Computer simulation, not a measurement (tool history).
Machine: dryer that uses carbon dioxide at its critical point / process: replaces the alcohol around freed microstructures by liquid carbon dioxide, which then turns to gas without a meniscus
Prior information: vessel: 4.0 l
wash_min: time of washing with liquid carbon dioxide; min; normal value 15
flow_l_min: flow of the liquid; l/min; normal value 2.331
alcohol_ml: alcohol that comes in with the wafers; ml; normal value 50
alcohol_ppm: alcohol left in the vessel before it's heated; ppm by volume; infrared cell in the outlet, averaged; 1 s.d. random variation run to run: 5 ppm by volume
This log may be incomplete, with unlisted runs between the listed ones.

run	hour	wash_min	flow_l_min	alcohol_ml	alcohol_ppm
1	0	15	2.331	50	45
2	9.1	15	2.331	50	41
3	14.4	15	2.331	50	39
4	23.4	15	2.331	50	48
5	28.8	20	2.331	50	16
6	35.2	20	2.331	50	18

The next listed run, before its measurement:
7	40.7	13	2.331	50	?

alcohol_ppm: 78 ppm by volume
Minus the tool's unlogged condition, the same run would have read alcohol_ppm 58 ppm by volume.
